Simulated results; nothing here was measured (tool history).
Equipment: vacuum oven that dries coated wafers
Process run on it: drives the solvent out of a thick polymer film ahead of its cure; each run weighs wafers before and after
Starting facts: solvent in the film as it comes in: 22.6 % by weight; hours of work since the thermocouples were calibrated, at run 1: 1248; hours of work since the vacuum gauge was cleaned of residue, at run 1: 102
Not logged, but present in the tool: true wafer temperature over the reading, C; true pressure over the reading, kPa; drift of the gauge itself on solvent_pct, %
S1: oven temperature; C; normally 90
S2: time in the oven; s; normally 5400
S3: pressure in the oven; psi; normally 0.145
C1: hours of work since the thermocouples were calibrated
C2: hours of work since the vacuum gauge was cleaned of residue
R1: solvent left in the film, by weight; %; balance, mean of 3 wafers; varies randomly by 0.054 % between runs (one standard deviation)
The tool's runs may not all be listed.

run,hour,S1,S2,S3,C1,C2,R1
1,0,90,5400,0.145,1248,102,2.62
2,11,90,5400,0.553,1253,107,3.59
3,20.8,97,5400,0.145,1257,111,0.86
4,29.4,97,5400,0.145,1260,115,0.93
5,37.4,97,5400,0.145,1264,118,0.84
6,49.8,90,5400,0.145,1269,123,2.69
7,62.3,90,5400,0.145,1274,129,2.55
# hour 64.5: vacuum gauge cleaned of residue and calibrated
8,75.7,90,5400,0.145,1279,5,2.74
9,84.8,90,5400,0.145,1283,9,2.79
10,98,90,5400,0.145,1289,14,2.68
11,106,90,5400,0.145,1292,18,2.72
# hour 108.3: vacuum gauge cleaned of residue and calibrated, once more
12,118.1,82,2880,0.41,1297,4,10.83
# hour 123: oven's thermocouples calibrated
13,132.6,100,3180,0.521,4,9,1.77
14,146,100,5400,0.102,10,15,0.27
15,156.7,90,6600,0.177,14,20,1.31

What does the tool deliver on the next run?
16,169.3,79,4560,0.287,20,25,?

R1: 8.12 %
On a tool with no hidden condition, and with the same random variation, this run would have come out at R1 8.15 %.
